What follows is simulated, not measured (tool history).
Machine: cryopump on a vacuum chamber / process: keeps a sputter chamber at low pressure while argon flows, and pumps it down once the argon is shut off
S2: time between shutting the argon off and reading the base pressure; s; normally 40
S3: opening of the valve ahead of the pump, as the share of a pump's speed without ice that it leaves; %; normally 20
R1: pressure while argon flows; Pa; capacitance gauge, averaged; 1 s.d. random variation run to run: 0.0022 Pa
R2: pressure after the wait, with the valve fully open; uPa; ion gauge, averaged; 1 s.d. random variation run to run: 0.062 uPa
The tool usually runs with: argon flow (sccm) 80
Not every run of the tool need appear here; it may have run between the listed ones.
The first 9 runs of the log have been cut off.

Run 10, hour 127.1: usual settings. Result: R1 0.7451 Pa, R2 4.77 uPa.
Run 11, hour 144.5: usual settings. Result: R1 0.7452 Pa, R2 4.77 uPa.
Run 12, hour 160.6: usual settings. Result: R1 0.7424 Pa, R2 4.65 uPa.
Run 13, hour 177.4: usual settings. Result: R1 0.7472 Pa, R2 4.74 uPa.
Run 14, hour 189.2: usual settings but argon flow (sccm) 53. Result: R1 0.4946 Pa, R2 4.65 uPa.
Run 15, hour 203.9: usual settings. Result: R1 0.7487 Pa, R2 4.68 uPa.
Run 16, hour 223.0: usual settings but argon flow (sccm) 150. Result: R1 1.4068 Pa, R2 4.79 uPa.
Run 17, hour 235.2: usual settings but argon flow (sccm) 150. Result: R1 1.4097 Pa, R2 4.67 uPa.
Run 18, hour 247.2: usual settings but argon flow (sccm) 100, S2 142 s, S3 57 %. Result: R1 0.3397 Pa, R2 2.23 uPa.
Run 19, hour 263.6: usual settings but argon flow (sccm) 73, S2 142 s, S3 57 %. Result: R1 0.2504 Pa, R2 2.19 uPa.
Run 20, hour 274.5: usual settings but argon flow (sccm) 40, S2 165 s. Result: R1 0.3761 Pa, R2 2.09 uPa.
Run 21, hour 288.0: usual settings but argon flow (sccm) 40, S2 165 s, S3 26 %. Result: R1 0.2911 Pa, R2 2.07 uPa.
Run 22, hour 295.9: usual settings but argon flow (sccm) 46, S2 26 s, S3 33 %. Result: R1 0.2658 Pa, R2 6.68 uPa.
Run 23, hour 311.2: usual settings but argon flow (sccm) 158, S3 17 %. Result: R1 1.7396 Pa, R2 4.74 uPa.
Run 24, hour 326.6: usual settings but argon flow (sccm) 158, S3 17 %. Result: R1 1.7522 Pa, R2 4.72 uPa.
Run 25, hour 343.9: usual settings but argon flow (sccm) 122. Result: R1 1.1565 Pa, R2 4.74 uPa.
Run 26, hour 357.8: usual settings but argon flow (sccm) 122. Result: R1 1.1504 Pa, R2 4.80 uPa.
Run 27, hour 367.8: usual settings but argon flow (sccm) 139, S2 23 s, S3 33 %. Result: R1 0.8090 Pa, R2 7.17 uPa.
Run 28, hour 382.8: usual settings but argon flow (sccm) 79. Result: R1 0.7479 Pa, R2 4.90 uPa.
Run 29, hour 392.3: usual settings but argon flow (sccm) 79. Result: R1 0.7456 Pa, R2 4.85 uPa.
Run 30, hour 403.0: usual settings but argon flow (sccm) 99, S3 53 %. Result: R1 0.3712 Pa, R2 4.88 uPa.
Run 31, hour 419.7: usual settings but argon flow (sccm) 53, S2 110 s, S3 19 %. Result: R1 0.5285 Pa, R2 2.63 uPa.
Run 32, hour 434.7: usual settings but argon flow (sccm) 53, S2 110 s, S3 19 %. Result: R1 0.5317 Pa, R2 2.58 uPa.
Run 33, hour 447.2: usual settings but argon flow (sccm) 38, S2 24 s, S3 56 %. Result: R1 0.1354 Pa, R2 7.05 uPa.
Run 34, hour 456.2: usual settings but argon flow (sccm) 38, S2 24 s, S3 56 %. Result: R1 0.1356 Pa, R2 7.29 uPa.

Predict each of these 4 candidate next runs independently; none follows another, all start after run 34:
Run A, hour 474.6: usual settings but S2 124 s, S3 18 %. Result: R1 ?, R2 ?.
Run B, hour 474.6: usual settings but argon flow (sccm) 38, S2 61 s, S3 56 %. Result: R1 ?, R2 ?.
Run C, hour 474.6: usual settings but argon flow (sccm) 46, S2 171 s, S3 17 %. Result: R1 ?, R2 ?.
Run D, hour 474.6: usual settings but argon flow (sccm) 38, S2 197 s, S3 56 %. Result: R1 ?, R2 ?.

run      R1    R2
  A  0.8480  2.47
  B  0.1369  3.55
  C  0.5143  2.19
  D  0.1380  2.02
Without the tool's hidden state the same runs would have given:
run      R1    R2
  A  0.8233  1.48
  B  0.1252  2.59
  C  0.5002  1.17
  D  0.1263  1.05
